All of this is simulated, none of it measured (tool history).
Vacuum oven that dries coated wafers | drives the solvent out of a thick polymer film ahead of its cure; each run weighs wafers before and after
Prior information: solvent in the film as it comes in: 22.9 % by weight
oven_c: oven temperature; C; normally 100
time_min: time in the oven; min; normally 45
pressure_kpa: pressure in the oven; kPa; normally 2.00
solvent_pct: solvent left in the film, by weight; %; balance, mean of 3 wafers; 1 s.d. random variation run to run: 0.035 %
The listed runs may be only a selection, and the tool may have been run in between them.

| run | hour | oven_c | time_min | pressure_kpa | solvent_pct |
|---|---|---|---|---|---|
| 1 | 0.0 | 100 | 45 | 2.00 | 6.44 |
| 2 | 47.0 | 100 | 45 | 2.00 | 6.39 |
| 3 | 87.4 | 100 | 45 | 2.00 | 6.41 |
| 4 | 149.6 | 85 | 45 | 2.00 | 11.90 |
| 5 | 182.2 | 95 | 45 | 2.00 | 8.25 |
| 6 | 219.4 | 95 | 45 | 2.00 | 8.21 |
| 7 | 250.6 | 100 | 62 | 2.00 | 4.65 |
| 8 | 283.6 | 100 | 62 | 2.00 | 4.60 |
| 9 | 336.2 | 100 | 62 | 1.51 | 4.29 |
| 10 | 396.8 | 100 | 40 | 2.00 | 7.10 |
| 11 | 428.8 | 100 | 45 | 2.81 | 6.95 |
| 12 | 458.9 | 100 | 45 | 2.81 | 6.96 |
| 13 | 515.0 | 100 | 28 | 2.00 | 9.37 |
| 14 | 571.7 | 100 | 28 | 2.00 | 9.33 |
| 15 | 606.4 | 100 | 28 | 2.00 | 9.32 |
| 16 | 634.2 | 100 | 45 | 2.00 | 6.39 |
| 17 | 669.7 | 100 | 56 | 2.00 | 5.13 |
| 18 | 733.5 | 100 | 67 | 2.00 | 4.29 |
| 19 | 774.9 | 100 | 45 | 2.00 | 6.37 |
| 20 | 809.3 | 100 | 45 | 1.98 | 6.37 |
| 21 | 841.2 | 100 | 45 | 1.98 | 6.39 |
| 22 | 886.1 | 100 | 45 | 1.98 | 6.37 |
| 23 | 935.6 | 100 | 45 | 1.98 | 6.41 |
| 24 | 979.3 | 100 | 74 | 1.98 | 3.79 |
| 25 | 1038.0 | 100 | 24 | 2.13 | 10.37 |
| 26 | 1102.1 | 110 | 24 | 1.63 | 6.52 |
| 27 | 1160.4 | 111 | 45 | 2.28 | 3.27 |
|  | 1166.4 | oven's thermocouples calibrated |
| 28 | 1203.1 | 111 | 45 | 2.28 | 3.20 |
| 29 | 1250.5 | 111 | 45 | 2.28 | 3.23 |
| 30 | 1299.5 | 100 | 43 | 2.00 | 6.57 |
| 31 | 1362.5 | 100 | 43 | 7.63 | 10.30 |
| 32 | 1425.4 | 100 | 45 | 1.91 | 6.25 |
| 33 | 1478.4 | 100 | 45 | 1.93 | 6.21 |
|  | 1502.3 | oven's thermocouples calibrated, once more |
| 34 | 1536.0 | 100 | 51 | 6.96 | 9.58 |
| 35 | 1564.0 | 100 | 23 | 2.00 | 10.80 |
| 36 | 1604.1 | 100 | 23 | 2.00 | 10.72 |
| 37 | 1642.2 | 94 | 64 | 5.20 | 9.59 |
| 38 | 1706.4 | 100 | 80 | 4.69 | 6.03 |
| 39 | 1771.6 | 101 | 58 | 2.00 | 4.98 |
| 40 | 1824.7 | 109 | 29 | 2.00 | 6.23 |
| 41 | 1862.9 | 87 | 45 | 3.20 | 12.57 |
| 42 | 1914.0 | 104 | 63 | 5.50 | 6.20 |
| 43 | 1954.5 | 100 | 25 | 2.62 | 10.69 |
| 44 | 1986.3 | 106 | 45 | 2.00 | 4.73 |
| 45 | 2036.8 | 106 | 45 | 2.00 | 4.73 |
| 46 | 2076.4 | 106 | 22 | 2.00 | 8.97 |
| 47 | 2109.6 | 100 | 45 | 1.33 | 6.26 |
| 48 | 2148.1 | 101 | 68 | 6.26 | 7.47 |

What if the next run were any one of these 3? Each begins from the tool's condition after run 48:
| A | 2177.7 | 95 | 68 | 6.26 | ? |
| B | 2177.7 | 97 | 78 | 3.58 | ? |
| C | 2177.7 | 101 | 54 | 3.05 | ? |

| run | solvent_pct |
|---|---|
| A | 9.83 |
| B | 6.18 |
| C | 6.07 |
What these runs would have given with no unlogged condition in the tool:
| run | solvent_pct |
|---|---|
| A | 9.36 |
| B | 5.68 |
| C | 5.68 |

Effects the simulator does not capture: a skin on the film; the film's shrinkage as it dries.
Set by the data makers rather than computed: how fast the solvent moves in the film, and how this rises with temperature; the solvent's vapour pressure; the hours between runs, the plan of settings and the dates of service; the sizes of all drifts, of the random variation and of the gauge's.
